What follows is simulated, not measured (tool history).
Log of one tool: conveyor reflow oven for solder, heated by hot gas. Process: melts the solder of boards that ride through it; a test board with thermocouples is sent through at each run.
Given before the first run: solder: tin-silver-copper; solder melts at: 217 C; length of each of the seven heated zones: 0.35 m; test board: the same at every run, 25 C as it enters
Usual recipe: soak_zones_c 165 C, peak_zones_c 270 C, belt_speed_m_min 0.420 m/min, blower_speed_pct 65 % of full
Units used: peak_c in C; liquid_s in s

run	hour	soak_zones_c	peak_zones_c	belt_speed_m_min	blower_speed_pct	peak_c	liquid_s
1	0.0	165	270	0.420	65	255.3	74.4
2	7.4	165	270	0.420	65	255.3	74.5
3	14.2	165	270	0.420	65	255.3	73.9
4	20.1	165	270	0.420	65	255.2	74.5
5	25.1	165	270	0.420	65	255.3	74.4
6	29.9	165	270	0.420	65	255.3	74.4
7	35.3	165	270	0.420	65	255.4	74.6
8	42.7	165	273	0.420	65	258.0	76.7
9	51.3	165	277	0.420	65	261.5	79.1
10	59.1	165	270	0.420	65	255.2	74.6
11	63.7	165	270	0.420	65	255.4	74.5
12	69.8	165	270	0.420	65	255.3	74.5
13	74.6	165	270	0.420	65	255.2	74.2
14	78.5	165	267	0.420	65	252.5	72.2
15	83.3	165	276	0.460	75	259.5	70.5
16	91.6	165	276	0.460	75	259.4	70.5
17	97.8	150	270	0.381	65	256.5	78.2
18	105.9	165	268	0.420	81	256.0	75.8
19	111.3	155	268	0.420	63	251.5	67.0
20	117.1	155	268	0.420	63	251.6	67.1
21	125.0	155	268	0.420	63	251.6	67.0
22	129.8	151	276	0.366	79	265.6	90.8
23	134.5	151	276	0.366	79	265.6	90.8
24	139.5	165	270	0.420	52	252.1	70.9
25	145.6	165	270	0.420	52	252.3	71.1

5 ways to go on from here, each from the tool as it stands after run 25. What would each give?
A	150.0	169	270	0.460	88	?	?
B	150.0	154	270	0.344	52	?	?
C	150.0	165	270	0.420	64	?	?
D	150.0	165	283	0.420	88	?	?
E	150.0	162	263	0.459	52	?	?

run	peak_c	liquid_s
A	256.4	70.9
B	257.2	89.6
C	255.0	74.1
D	270.6	86.1
E	242.2	52.6
What these runs would have given with no unlogged condition in the tool:
run	peak_c	liquid_s
A	256.4	70.9
B	256.9	89.2
C	254.9	74.0
D	270.6	85.9
E	242.2	52.6

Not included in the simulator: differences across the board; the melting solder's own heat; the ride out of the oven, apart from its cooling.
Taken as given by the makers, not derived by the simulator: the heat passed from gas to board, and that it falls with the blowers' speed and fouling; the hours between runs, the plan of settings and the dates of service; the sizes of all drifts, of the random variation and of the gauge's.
